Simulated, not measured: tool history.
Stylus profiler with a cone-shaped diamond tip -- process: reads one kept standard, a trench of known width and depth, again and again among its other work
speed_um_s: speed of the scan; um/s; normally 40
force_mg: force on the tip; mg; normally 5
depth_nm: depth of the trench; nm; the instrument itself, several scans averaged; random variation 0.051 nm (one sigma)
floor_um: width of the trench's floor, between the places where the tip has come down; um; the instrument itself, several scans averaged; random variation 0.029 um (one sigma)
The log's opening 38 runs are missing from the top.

run   hour  speed_um_s  force_mg  scans with this tip  hours of work since the height scale was calibrated  depth_nm  floor_um
 39  809.2          13      5.73                 3468                                                  654     102.7     18.71
 40  831.9         147         5                 3522                                                  664    102.52     18.13
 41  855.1         147      2.89                 3577                                                  675     101.7     17.86
 42  881.5         147      2.89                 3640                                                  687    101.68     17.91
 43  900.2         147      2.89                 3684                                                  695    101.79      17.9
 44    928         147      2.89                 3750                                                  707    101.65     17.93
 45  953.1         147      1.91                 3810                                                  719    101.33     17.72
 46  970.2         147      1.91                 3850                                                  726    101.22     17.72
 47    988         147      1.91                 3893                                                  734    101.25     17.73

4 options for the next run, each taken on its own from the tool as it stands now. Forecast them:
  A  1018.1          67      1.92                 3964                                                  748         ?         ?
  B  1018.1         147      3.63                 3964                                                  748         ?         ?
  C  1018.1          99         5                 3964                                                  748         ?         ?
  D  1018.1          76       1.7                 3964                                                  748         ?         ?

run  depth_nm  floor_um
  A    101.33     18.31
  B    102.04     18.03
  C    102.51     18.28
  D    101.21     18.18
What these runs would have given with no unlogged condition in the tool:
run  depth_nm  floor_um
  A    101.34     18.31
  B    102.06     18.04
  C    102.53     18.28
  D    101.22     18.18
